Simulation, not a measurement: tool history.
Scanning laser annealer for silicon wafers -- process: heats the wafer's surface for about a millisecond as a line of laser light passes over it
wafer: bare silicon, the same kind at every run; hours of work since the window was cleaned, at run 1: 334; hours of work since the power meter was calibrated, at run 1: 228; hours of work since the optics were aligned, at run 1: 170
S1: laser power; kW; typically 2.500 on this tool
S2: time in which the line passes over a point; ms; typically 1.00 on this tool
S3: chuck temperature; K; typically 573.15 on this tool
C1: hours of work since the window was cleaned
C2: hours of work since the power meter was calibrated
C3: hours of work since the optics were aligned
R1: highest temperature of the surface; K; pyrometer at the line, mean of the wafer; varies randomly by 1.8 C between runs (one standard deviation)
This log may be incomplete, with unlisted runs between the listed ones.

run 1 hour=0.0 | S1=2.500 S2=1.00 S3=573.15 | C1=334 C2=228 C3=170 | R1=1311.15
run 2 hour=43.5 | S1=2.500 S2=1.00 S3=573.15 | C1=356 C2=249 C3=192 | R1=1309.15
run 3 hour=96.3 | S1=2.500 S2=1.00 S3=573.15 | C1=382 C2=276 C3=218 | R1=1307.15
run 4 hour=153.3 | S1=2.500 S2=1.00 S3=573.15 | C1=411 C2=304 C3=247 | R1=1304.15
run 5 hour=193.8 | S1=2.500 S2=1.00 S3=573.15 | C1=431 C2=325 C3=267 | R1=1303.15
run 6 hour=268.7 | S1=2.500 S2=1.00 S3=573.15 | C1=468 C2=362 C3=304 | R1=1300.15
run 7 hour=334.7 | S1=2.500 S2=1.00 S3=573.15 | C1=502 C2=395 C3=338 | R1=1298.15
run 8 hour=398.1 | S1=2.500 S2=1.00 S3=573.15 | C1=533 C2=427 C3=369 | R1=1293.15
run 9 hour=471.8 | S1=2.500 S2=1.00 S3=573.15 | C1=570 C2=464 C3=406 | R1=1292.15
run 10 hour=523.5 | S1=2.500 S2=1.00 S3=573.15 | C1=596 C2=490 C3=432 | R1=1293.15
run 11 hour=562.4 | S1=2.500 S2=1.00 S3=573.15 | C1=616 C2=510 C3=452 | R1=1287.15
run 12 hour=622.8 | S1=2.191 S2=1.00 S3=573.15 | C1=646 C2=540 C3=482 | R1=1195.15
-- hour=651.7 window over the wafer cleaned
run 13 hour=666.0 | S1=2.191 S2=1.00 S3=573.15 | C1=7 C2=561 C3=503 | R1=1235.15
run 14 hour=724.7 | S1=2.726 S2=1.00 S3=573.15 | C1=37 C2=590 C3=532 | R1=1396.15
run 15 hour=792.5 | S1=2.500 S2=1.05 S3=573.15 | C1=71 C2=624 C3=566 | R1=1343.15
run 16 hour=868.9 | S1=2.500 S2=1.05 S3=573.15 | C1=109 C2=662 C3=605 | R1=1342.15
run 17 hour=923.0 | S1=2.500 S2=1.05 S3=573.15 | C1=136 C2=689 C3=632 | R1=1346.15
run 18 hour=962.9 | S1=2.500 S2=1.00 S3=573.15 | C1=156 C2=709 C3=652 | R1=1318.15
run 19 hour=1038.7 | S1=2.500 S2=1.00 S3=573.15 | C1=194 C2=748 C3=690 | R1=1315.15
run 20 hour=1085.9 | S1=2.500 S2=1.00 S3=579.15 | C1=218 C2=771 C3=713 | R1=1319.15
run 21 hour=1128.4 | S1=2.500 S2=1.14 S3=579.15 | C1=239 C2=793 C3=735 | R1=1373.15
run 22 hour=1181.1 | S1=2.500 S2=1.14 S3=579.15 | C1=266 C2=819 C3=761 | R1=1374.15
run 23 hour=1227.0 | S1=2.500 S2=1.14 S3=579.15 | C1=289 C2=842 C3=784 | R1=1370.15
run 24 hour=1305.7 | S1=2.500 S2=1.14 S3=604.15 | C1=328 C2=881 C3=824 | R1=1392.15
run 25 hour=1380.5 | S1=2.244 S2=1.18 S3=573.15 | C1=366 C2=919 C3=861 | R1=1290.15
run 26 hour=1455.8 | S1=2.244 S2=1.10 S3=544.15 | C1=403 C2=957 C3=899 | R1=1230.15
run 27 hour=1523.6 | S1=2.244 S2=0.87 S3=547.15 | C1=437 C2=991 C3=933 | R1=1142.15
run 28 hour=1566.8 | S1=2.392 S2=0.75 S3=551.15 | C1=459 C2=1012 C3=955 | R1=1140.15
-- hour=1596.3 optics aligned, line set to its width
run 29 hour=1639.4 | S1=2.392 S2=0.75 S3=551.15 | C1=493 C2=1046 C3=22 | R1=1143.15
run 30 hour=1716.1 | S1=2.503 S2=0.91 S3=597.15 | C1=531 C2=1085 C3=60 | R1=1286.15
run 31 hour=1763.4 | S1=2.230 S2=1.09 S3=573.15 | C1=555 C2=1109 C3=84 | R1=1248.15
run 32 hour=1836.0 | S1=2.230 S2=1.09 S3=568.15 | C1=592 C2=1145 C3=120 | R1=1240.15
run 33 hour=1893.2 | S1=2.361 S2=1.03 S3=568.15 | C1=620 C2=1174 C3=149 | R1=1258.15
run 34 hour=1942.8 | S1=2.294 S2=0.95 S3=553.15 | C1=645 C2=1198 C3=174 | R1=1191.15
-- hour=1973.6 window over the wafer cleaned
run 35 hour=2010.8 | S1=2.424 S2=1.00 S3=583.15 | C1=19 C2=1232 C3=207 | R1=1326.15
run 36 hour=2075.7 | S1=2.452 S2=1.00 S3=573.15 | C1=51 C2=1264 C3=239 | R1=1322.15
run 37 hour=2115.6 | S1=2.624 S2=0.80 S3=609.15 | C1=71 C2=1284 C3=259 | R1=1313.15
run 38 hour=2152.1 | S1=2.624 S2=0.80 S3=609.15 | C1=90 C2=1302 C3=278 | R1=1312.15
run 39 hour=2212.1 | S1=2.624 S2=0.80 S3=609.15 | C1=120 C2=1333 C3=308 | R1=1312.15
run 40 hour=2272.0 | S1=2.624 S2=0.80 S3=609.15 | C1=150 C2=1363 C3=338 | R1=1308.15
run 41 hour=2344.3 | S1=2.305 S2=1.00 S3=590.15 | C1=186 C2=1399 C3=374 | R1=1281.15
run 42 hour=2399.1 | S1=2.361 S2=1.23 S3=603.15 | C1=213 C2=1426 C3=402 | R1=1394.15

What if the next run were any one of these 3? Each begins from the tool's condition after run 42:
run A hour=2446.6 | S1=2.576 S2=0.87 S3=590.15 | C1=237 C2=1450 C3=425 | R1=?
run B hour=2446.6 | S1=2.151 S2=0.80 S3=573.15 | C1=237 C2=1450 C3=425 | R1=?
run C hour=2446.6 | S1=2.327 S2=1.23 S3=534.15 | C1=237 C2=1450 C3=425 | R1=?

run=A R1=1306.15
run=B R1=1139.15
run=C R1=1314.15
With the hidden condition removed and each run's random variation left untouched, the same runs would have given:
run=A R1=1322.15
run=B R1=1152.15
run=C R1=1332.15
